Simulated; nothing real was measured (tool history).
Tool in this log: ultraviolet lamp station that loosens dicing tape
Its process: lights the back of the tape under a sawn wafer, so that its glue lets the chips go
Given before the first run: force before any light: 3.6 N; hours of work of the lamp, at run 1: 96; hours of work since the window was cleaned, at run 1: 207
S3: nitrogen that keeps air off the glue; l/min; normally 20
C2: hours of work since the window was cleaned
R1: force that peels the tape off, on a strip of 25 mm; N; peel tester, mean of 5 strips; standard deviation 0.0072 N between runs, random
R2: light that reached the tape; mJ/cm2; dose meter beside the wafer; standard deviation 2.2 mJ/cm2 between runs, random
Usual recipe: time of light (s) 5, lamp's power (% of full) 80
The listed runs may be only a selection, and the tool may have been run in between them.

run 1 hour=0.0 | time_of_light_(s)=5 lamp's_power_(%_of_full)=80 S3=20 | hours_of_work_of_the_lamp=96 C2=207 | R1=0.257 R2=203
run 2 hour=10.6 | time_of_light_(s)=5 lamp's_power_(%_of_full)=80 S3=20 | hours_of_work_of_the_lamp=103 C2=215 | R1=0.267 R2=202
run 3 hour=18.7 | time_of_light_(s)=5 lamp's_power_(%_of_full)=80 S3=20 | hours_of_work_of_the_lamp=109 C2=220 | R1=0.253 R2=199
run 4 hour=27.6 | time_of_light_(s)=5 lamp's_power_(%_of_full)=80 S3=20 | hours_of_work_of_the_lamp=115 C2=226 | R1=0.278 R2=201
run 5 hour=39.5 | time_of_light_(s)=5 lamp's_power_(%_of_full)=80 S3=20 | hours_of_work_of_the_lamp=123 C2=234 | R1=0.262 R2=202
run 6 hour=46.8 | time_of_light_(s)=5 lamp's_power_(%_of_full)=80 S3=20 | hours_of_work_of_the_lamp=128 C2=239 | R1=0.259 R2=199
run 7 hour=54.4 | time_of_light_(s)=5 lamp's_power_(%_of_full)=80 S3=20 | hours_of_work_of_the_lamp=133 C2=244 | R1=0.256 R2=200
run 8 hour=59.3 | time_of_light_(s)=5 lamp's_power_(%_of_full)=80 S3=20 | hours_of_work_of_the_lamp=136 C2=247 | R1=0.259 R2=198
run 9 hour=64.9 | time_of_light_(s)=7 lamp's_power_(%_of_full)=80 S3=20 | hours_of_work_of_the_lamp=140 C2=251 | R1=0.144 R2=284
run 10 hour=72.3 | time_of_light_(s)=5 lamp's_power_(%_of_full)=80 S3=8 | hours_of_work_of_the_lamp=145 C2=256 | R1=0.492 R2=203
run 11 hour=80.4 | time_of_light_(s)=4 lamp's_power_(%_of_full)=80 S3=8 | hours_of_work_of_the_lamp=150 C2=262 | R1=0.711 R2=163
run 12 hour=86.2 | time_of_light_(s)=5 lamp's_power_(%_of_full)=80 S3=20 | hours_of_work_of_the_lamp=154 C2=265 | R1=0.270 R2=198
run 13 hour=95.2 | time_of_light_(s)=5 lamp's_power_(%_of_full)=73 S3=20 | hours_of_work_of_the_lamp=160 C2=272 | R1=0.300 R2=183
run 14 hour=106.1 | time_of_light_(s)=5 lamp's_power_(%_of_full)=88 S3=20 | hours_of_work_of_the_lamp=168 C2=279 | R1=0.218 R2=223
run 15 hour=116.7 | time_of_light_(s)=5 lamp's_power_(%_of_full)=88 S3=20 | hours_of_work_of_the_lamp=175 C2=286 | R1=0.202 R2=219
run 16 hour=125.6 | time_of_light_(s)=5 lamp's_power_(%_of_full)=88 S3=20 | hours_of_work_of_the_lamp=181 C2=292 | R1=0.215 R2=223
run 17 hour=137.3 | time_of_light_(s)=5 lamp's_power_(%_of_full)=88 S3=20 | hours_of_work_of_the_lamp=189 C2=300 | R1=0.221 R2=220
run 18 hour=144.2 | time_of_light_(s)=2 lamp's_power_(%_of_full)=79 S3=24 | hours_of_work_of_the_lamp=193 C2=305 | R1=1.119 R2=82
run 19 hour=153.8 | time_of_light_(s)=3 lamp's_power_(%_of_full)=79 S3=24 | hours_of_work_of_the_lamp=200 C2=311 | R1=0.607 R2=119
run 20 hour=159.8 | time_of_light_(s)=3 lamp's_power_(%_of_full)=79 S3=24 | hours_of_work_of_the_lamp=204 C2=315 | R1=0.616 R2=115
run 21 hour=168.6 | time_of_light_(s)=3 lamp's_power_(%_of_full)=93 S3=13 | hours_of_work_of_the_lamp=210 C2=321 | R1=0.658 R2=140
run 22 hour=175.4 | time_of_light_(s)=3 lamp's_power_(%_of_full)=80 S3=38 | hours_of_work_of_the_lamp=214 C2=326 | R1=0.486 R2=118
run 23 hour=180.9 | time_of_light_(s)=3 lamp's_power_(%_of_full)=80 S3=38 | hours_of_work_of_the_lamp=218 C2=329 | R1=0.472 R2=120
run 24 hour=189.4 | time_of_light_(s)=3 lamp's_power_(%_of_full)=80 S3=38 | hours_of_work_of_the_lamp=224 C2=335 | R1=0.494 R2=121
run 25 hour=197.2 | time_of_light_(s)=3 lamp's_power_(%_of_full)=80 S3=38 | hours_of_work_of_the_lamp=229 C2=340 | R1=0.501 R2=121
run 26 hour=204.6 | time_of_light_(s)=8 lamp's_power_(%_of_full)=80 S3=11 | hours_of_work_of_the_lamp=234 C2=345 | R1=0.162 R2=320
run 27 hour=216.0 | time_of_light_(s)=8 lamp's_power_(%_of_full)=80 S3=11 | hours_of_work_of_the_lamp=242 C2=353 | R1=0.150 R2=319
run 28 hour=227.2 | time_of_light_(s)=9 lamp's_power_(%_of_full)=97 S3=11 | hours_of_work_of_the_lamp=249 C2=361 | R1=0.105 R2=438
-- hour=230.3 window cleaned of glue's vapour
run 29 hour=235.7 | time_of_light_(s)=6 lamp's_power_(%_of_full)=97 S3=34 | hours_of_work_of_the_lamp=255 C2=4 | R1=0.112 R2=293
run 30 hour=243.0 | time_of_light_(s)=6 lamp's_power_(%_of_full)=97 S3=34 | hours_of_work_of_the_lamp=260 C2=9 | R1=0.110 R2=289
run 31 hour=250.9 | time_of_light_(s)=6 lamp's_power_(%_of_full)=68 S3=14 | hours_of_work_of_the_lamp=265 C2=14 | R1=0.319 R2=203
run 32 hour=257.7 | time_of_light_(s)=2 lamp's_power_(%_of_full)=81 S3=18 | hours_of_work_of_the_lamp=270 C2=18 | R1=1.157 R2=80

How the hidden state differs across the entries between the runs, from the last listed run before each to the first after it:
Runs 28 to 29: window cleaned of glue's vapour (hour 230.3)
  light that the window lets through, % of a clean one's: 99.9 -> 100
